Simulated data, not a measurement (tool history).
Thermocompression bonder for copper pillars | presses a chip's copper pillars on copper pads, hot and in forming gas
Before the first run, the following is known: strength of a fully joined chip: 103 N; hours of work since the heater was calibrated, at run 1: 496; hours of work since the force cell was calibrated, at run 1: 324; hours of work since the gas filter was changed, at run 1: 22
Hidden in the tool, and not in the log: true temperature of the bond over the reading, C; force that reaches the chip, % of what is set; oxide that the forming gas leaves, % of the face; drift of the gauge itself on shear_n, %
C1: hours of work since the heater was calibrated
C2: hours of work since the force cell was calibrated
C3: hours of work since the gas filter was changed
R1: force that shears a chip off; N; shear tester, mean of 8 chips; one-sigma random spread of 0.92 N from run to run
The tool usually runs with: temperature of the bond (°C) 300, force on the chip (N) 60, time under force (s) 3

{"run": 1, "hour": 0.0, "temperature of the bond (°C)": 300, "force on the chip (N)": 60, "time under force (s)": 3, "C1": 496, "C2": 324, "C3": 22, "R1": 76.1}
{"run": 2, "hour": 22.5, "temperature of the bond (°C)": 300, "force on the chip (N)": 60, "time under force (s)": 3, "C1": 510, "C2": 337, "C3": 36, "R1": 77.7}
{"run": 3, "hour": 48.7, "temperature of the bond (°C)": 300, "force on the chip (N)": 60, "time under force (s)": 3, "C1": 526, "C2": 353, "C3": 52, "R1": 79.8}
{"run": 4, "hour": 61.6, "temperature of the bond (°C)": 299, "force on the chip (N)": 60, "time under force (s)": 3, "C1": 534, "C2": 361, "C3": 60, "R1": 78.6}
{"run": 5, "hour": 86.4, "temperature of the bond (°C)": 300, "force on the chip (N)": 60, "time under force (s)": 9, "C1": 549, "C2": 376, "C3": 75, "R1": 94.6}
{"run": 6, "hour": 111.0, "temperature of the bond (°C)": 300, "force on the chip (N)": 60, "time under force (s)": 9, "C1": 564, "C2": 391, "C3": 90, "R1": 92.7}
{"run": 7, "hour": 137.1, "temperature of the bond (°C)": 300, "force on the chip (N)": 80, "time under force (s)": 3, "C1": 580, "C2": 407, "C3": 106, "R1": 89.1}
{"run": 8, "hour": 148.5, "temperature of the bond (°C)": 300, "force on the chip (N)": 60, "time under force (s)": 3, "C1": 587, "C2": 414, "C3": 112, "R1": 77.5}
{"run": 9, "hour": 165.4, "temperature of the bond (°C)": 300, "force on the chip (N)": 60, "time under force (s)": 3, "C1": 597, "C2": 424, "C3": 123, "R1": 78.6}
{"run": 10, "hour": 189.2, "temperature of the bond (°C)": 300, "force on the chip (N)": 60, "time under force (s)": 4, "C1": 612, "C2": 439, "C3": 137, "R1": 81.4}
{"run": 11, "hour": 215.1, "temperature of the bond (°C)": 300, "force on the chip (N)": 60, "time under force (s)": 4, "C1": 627, "C2": 455, "C3": 153, "R1": 82.1}
{"run": 12, "hour": 230.9, "temperature of the bond (°C)": 300, "force on the chip (N)": 60, "time under force (s)": 4, "C1": 637, "C2": 464, "C3": 163, "R1": 81.1}
{"run": 13, "hour": 245.5, "temperature of the bond (°C)": 300, "force on the chip (N)": 60, "time under force (s)": 4, "C1": 646, "C2": 473, "C3": 171, "R1": 81.4}
{"run": 14, "hour": 270.5, "temperature of the bond (°C)": 300, "force on the chip (N)": 60, "time under force (s)": 3, "C1": 661, "C2": 488, "C3": 187, "R1": 76.7}
{"run": 15, "hour": 292.0, "temperature of the bond (°C)": 300, "force on the chip (N)": 60, "time under force (s)": 3, "C1": 674, "C2": 501, "C3": 200, "R1": 78.8}
{"run": 16, "hour": 307.7, "temperature of the bond (°C)": 300, "force on the chip (N)": 68, "time under force (s)": 3, "C1": 684, "C2": 511, "C3": 209, "R1": 81.1}
{"run": 17, "hour": 322.0, "temperature of the bond (°C)": 300, "force on the chip (N)": 60, "time under force (s)": 3, "C1": 692, "C2": 520, "C3": 218, "R1": 78.6}
{"run": 18, "hour": 334.8, "temperature of the bond (°C)": 300, "force on the chip (N)": 60, "time under force (s)": 3, "C1": 700, "C2": 527, "C3": 226, "R1": 78.1}
{"run": 19, "hour": 351.9, "temperature of the bond (°C)": 300, "force on the chip (N)": 60, "time under force (s)": 3, "C1": 711, "C2": 538, "C3": 236, "R1": 77.7}
{"run": 20, "hour": 364.0, "temperature of the bond (°C)": 300, "force on the chip (N)": 60, "time under force (s)": 3, "C1": 718, "C2": 545, "C3": 244, "R1": 77.8}
{"run": 21, "hour": 375.6, "temperature of the bond (°C)": 275, "force on the chip (N)": 39, "time under force (s)": 3, "C1": 725, "C2": 552, "C3": 251, "R1": 47.1}
{"run": 22, "hour": 393.8, "temperature of the bond (°C)": 323, "force on the chip (N)": 68, "time under force (s)": 3, "C1": 736, "C2": 563, "C3": 262, "R1": 88.5}
{"run": 23, "hour": 405.4, "temperature of the bond (°C)": 302, "force on the chip (N)": 54, "time under force (s)": 6, "C1": 743, "C2": 570, "C3": 269, "R1": 82.9}
{"run": 24, "hour": 424.5, "temperature of the bond (°C)": 280, "force on the chip (N)": 41, "time under force (s)": 3, "C1": 755, "C2": 582, "C3": 280, "R1": 53}
{"run": 25, "hour": 445.2, "temperature of the bond (°C)": 275, "force on the chip (N)": 37, "time under force (s)": 2, "C1": 767, "C2": 595, "C3": 293, "R1": 38.7}
{"run": 26, "hour": 460.4, "temperature of the bond (°C)": 292, "force on the chip (N)": 47, "time under force (s)": 5, "C1": 777, "C2": 604, "C3": 302, "R1": 72.1}
{"run": 27, "hour": 478.4, "temperature of the bond (°C)": 292, "force on the chip (N)": 68, "time under force (s)": 5, "C1": 788, "C2": 615, "C3": 313, "R1": 86.4}
{"run": 28, "hour": 504.9, "temperature of the bond (°C)": 292, "force on the chip (N)": 68, "time under force (s)": 5, "C1": 804, "C2": 631, "C3": 329, "R1": 85.6}
{"run": 29, "hour": 517.6, "temperature of the bond (°C)": 292, "force on the chip (N)": 68, "time under force (s)": 5, "C1": 811, "C2": 639, "C3": 337, "R1": 85.8}
{"run": 30, "hour": 533.0, "temperature of the bond (°C)": 292, "force on the chip (N)": 68, "time under force (s)": 5, "C1": 821, "C2": 648, "C3": 346, "R1": 85.8}
{"run": 31, "hour": 548.6, "temperature of the bond (°C)": 306, "force on the chip (N)": 55, "time under force (s)": 5, "C1": 830, "C2": 657, "C3": 356, "R1": 81.7}
{"run": 32, "hour": 570.8, "temperature of the bond (°C)": 292, "force on the chip (N)": 39, "time under force (s)": 6, "C1": 844, "C2": 671, "C3": 369, "R1": 67.6}
{"run": 33, "hour": 597.0, "temperature of the bond (°C)": 325, "force on the chip (N)": 60, "time under force (s)": 3, "C1": 860, "C2": 687, "C3": 385, "R1": 83.7}
{"run": 34, "hour": 610.2, "temperature of the bond (°C)": 290, "force on the chip (N)": 47, "time under force (s)": 4, "C1": 868, "C2": 695, "C3": 393, "R1": 66.6}
{"run": 35, "hour": 634.2, "temperature of the bond (°C)": 290, "force on the chip (N)": 47, "time under force (s)": 4, "C1": 882, "C2": 710, "C3": 408, "R1": 65.5}

Predict the results of run 36:
{"run": 36, "hour": 652.6, "temperature of the bond (°C)": 290, "force on the chip (N)": 47, "time under force (s)": 4, "C1": 894, "C2": 721, "C3": 419, "R1": "?"}

Run 36 gave R1 65.4 N.
The same run, on a tool lacking any hidden state, would have yielded R1 66 N.
